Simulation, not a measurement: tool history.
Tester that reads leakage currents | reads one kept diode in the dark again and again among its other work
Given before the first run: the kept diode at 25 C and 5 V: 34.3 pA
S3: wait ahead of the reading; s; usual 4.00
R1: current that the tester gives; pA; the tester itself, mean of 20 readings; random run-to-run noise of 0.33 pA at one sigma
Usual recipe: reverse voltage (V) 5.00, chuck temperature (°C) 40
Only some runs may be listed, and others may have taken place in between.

Run 1, hour 0.0: usual settings. Result: R1 108.13 pA.
Run 2, hour 93.7: usual settings. Result: R1 107.84 pA.
Run 3, hour 134.7: usual settings but S3 0.59 s. Result: R1 110.17 pA.
Run 4, hour 180.7: usual settings but S3 0.59 s. Result: R1 110.05 pA.
Run 5, hour 263.5: usual settings but S3 0.59 s. Result: R1 110.07 pA.
Run 6, hour 327.0: usual settings but S3 0.59 s. Result: R1 109.99 pA.
Run 7, hour 370.6: usual settings but S3 0.59 s. Result: R1 109.78 pA.
Run 8, hour 446.6: usual settings but chuck temperature (°C) 47. Result: R1 178.21 pA.
Run 9, hour 541.0: usual settings but chuck temperature (°C) 47. Result: R1 177.12 pA.
Run 10, hour 613.6: usual settings but reverse voltage (V) 5.45, chuck temperature (°C) 35, S3 9.40 s. Result: R1 77.83 pA.

Taken out of this log: 1 entry between the listed runs. Where each belongs, and how the hidden state differs across it:
From run 1 to run 2: probe card cleaned and baked (hour 35.2)
  stray current of the dirty probe card, pA a volt: 0.034 -> 0.02
